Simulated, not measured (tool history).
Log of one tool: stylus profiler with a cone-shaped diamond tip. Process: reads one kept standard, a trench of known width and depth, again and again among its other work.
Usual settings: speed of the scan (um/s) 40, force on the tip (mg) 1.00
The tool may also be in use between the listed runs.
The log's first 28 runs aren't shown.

| run | day | speed of the scan (um/s) | force on the tip (mg) | scans with this tip | hours of work since the height scale was calibrated | depth of the trench (angstrom) | width of the trench's floor (nm) |
|---|---|---|---|---|---|---|---|
| 29 | 30.704 | 13 | 0.46 | 4869 | 673 | 1004.7 | 28570 |
| 30 | 31.958 | 13 | 0.46 | 4965 | 686 | 1005.0 | 28520 |
| 31 | 32.571 | 32 | 0.93 | 5011 | 693 | 1008.1 | 28400 |
| 32 | 33.383 | 32 | 0.93 | 5074 | 701 | 1008.4 | 28400 |
| 33 | 34.108 | 50 | 1.39 | 5129 | 709 | 1010.5 | 28340 |
| 34 | 35.158 | 50 | 0.64 | 5209 | 720 | 1005.9 | 28090 |
| 35 | 36.304 | 50 | 0.64 | 5297 | 732 | 1005.9 | 28140 |
| 36 | 37.508 | 50 | 0.64 | 5389 | 745 | 1006.6 | 28050 |
| 37 | 38.267 | 50 | 0.64 | 5447 | 753 | 1005.5 | 28130 |
| 38 | 39.104 | 50 | 0.42 | 5511 | 762 | 1004.4 | 27990 |
| 39 | 40.296 | 40 | 1.91 | 5602 | 774 | 1012.4 | 28490 |
| 40 | 41.604 | 40 | 1.91 | 5703 | 788 | 1012.5 | 28380 |
| 41 | 42.312 | 41 | 2.26 | 5757 | 796 | 1013.4 | 28500 |
| 42 | 43.725 | 36 | 0.99 | 5865 | 811 | 1008.7 | 28390 |
| 43 | 44.417 | 22 | 2.53 | 5918 | 818 | 1015.5 | 28560 |
| 44 | 45.658 | 87 | 0.41 | 6013 | 831 | 1004.4 | 27360 |
| 45 | 46.558 | 88 | 0.41 | 6082 | 841 | 1004.7 | 27360 |
| 46 | 47.283 | 20 | 2.02 | 6137 | 848 | 1013.4 | 28630 |
| 47 | 48.329 | 20 | 2.02 | 6217 | 859 | 1012.8 | 28610 |

Forecast each of these 4 alternatives for the next run:
| A | 48.950 | 22 | 1.00 | 6265 | 866 | ? | ? |
| B | 48.950 | 43 | 1.00 | 6265 | 866 | ? | ? |
| C | 48.950 | 95 | 1.06 | 6265 | 866 | ? | ? |
| D | 48.950 | 15 | 0.71 | 6265 | 866 | ? | ? |

| run | depth of the trench (angstrom) | width of the trench's floor (nm) |
|---|---|---|
| A | 1009.0 | 28510 |
| B | 1008.3 | 28350 |
| C | 1009.0 | 27840 |
| D | 1006.6 | 28540 |
Without the tool's hidden state the same runs would have given:
| run | depth of the trench (angstrom) | width of the trench's floor (nm) |
|---|---|---|
| A | 1009.0 | 28510 |
| B | 1008.3 | 28350 |
| C | 1008.9 | 27850 |
| D | 1006.6 | 28540 |

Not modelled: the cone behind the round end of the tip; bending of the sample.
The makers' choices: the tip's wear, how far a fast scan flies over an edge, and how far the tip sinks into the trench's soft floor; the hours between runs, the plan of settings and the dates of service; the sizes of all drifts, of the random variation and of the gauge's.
